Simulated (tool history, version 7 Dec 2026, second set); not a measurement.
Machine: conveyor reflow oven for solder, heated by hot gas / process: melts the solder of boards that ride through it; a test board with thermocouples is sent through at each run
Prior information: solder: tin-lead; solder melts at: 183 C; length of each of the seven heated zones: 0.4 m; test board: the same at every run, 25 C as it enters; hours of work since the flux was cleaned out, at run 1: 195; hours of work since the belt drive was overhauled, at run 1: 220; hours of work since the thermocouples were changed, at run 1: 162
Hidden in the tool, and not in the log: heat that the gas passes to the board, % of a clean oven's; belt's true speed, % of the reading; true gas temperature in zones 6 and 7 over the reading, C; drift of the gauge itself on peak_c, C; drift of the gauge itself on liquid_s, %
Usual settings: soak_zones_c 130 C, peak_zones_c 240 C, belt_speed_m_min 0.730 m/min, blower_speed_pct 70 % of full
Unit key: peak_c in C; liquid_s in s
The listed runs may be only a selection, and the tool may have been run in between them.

run   hour  soak_zones_c  peak_zones_c  belt_speed_m_min  blower_speed_pct  hours of work since the flux was cleaned out  hours of work since the belt drive was overhauled  hours of work since the thermocouples were changed  peak_c  liquid_s
  1    0.0           130           240             0.730                70                                           195                                                220                                                 162   224.7      52.0
  2   15.9           130           240             0.730                70                                           203                                                227                                                 169   224.9      51.7
  3   24.0           130           240             0.730                53                                           206                                                231                                                 173   218.1      47.1
  4   35.7           130           240             0.730                53                                           212                                                236                                                 178   218.6      47.3
  5   49.6           130           240             0.810                70                                           218                                                242                                                 184   221.1      44.3
  6   65.5           130           240             0.730                88                                           225                                                250                                                 192   229.3      54.8
  7   84.3           130           240             0.730                88                                           234                                                258                                                 200   229.3      54.6
  8   93.6           130           240             0.730                88                                           238                                                263                                                 205   228.9      54.6
  9  105.9           130           240             0.730                88                                           244                                                268                                                 210   229.1      54.6
 10  118.3           130           240             0.723                88                                           250                                                274                                                 216   229.3      55.6
 11  126.2           130           240             0.723                88                                           253                                                278                                                 220   229.5      55.3
 12  138.2           130           240             0.723                88                                           259                                                283                                                 225   229.5      55.9
 13  156.5           130           253             0.730                70                                           267                                                292                                                 233   236.3      57.5
 14  172.1           130           240             0.678                85                                           274                                                299                                                 241   230.5      59.6

Estimate the outcome of run 15 from the log above:
 15  185.0           130           253             0.678                80                                           280                                                305                                                 247       ?         ?

peak_c: 241.3 C
liquid_s: 64.4 s
Take away the tool's hidden state, keep the run-to-run variation as it was, and the same run would have given peak_c 241.5 C, liquid_s 64.1 s.

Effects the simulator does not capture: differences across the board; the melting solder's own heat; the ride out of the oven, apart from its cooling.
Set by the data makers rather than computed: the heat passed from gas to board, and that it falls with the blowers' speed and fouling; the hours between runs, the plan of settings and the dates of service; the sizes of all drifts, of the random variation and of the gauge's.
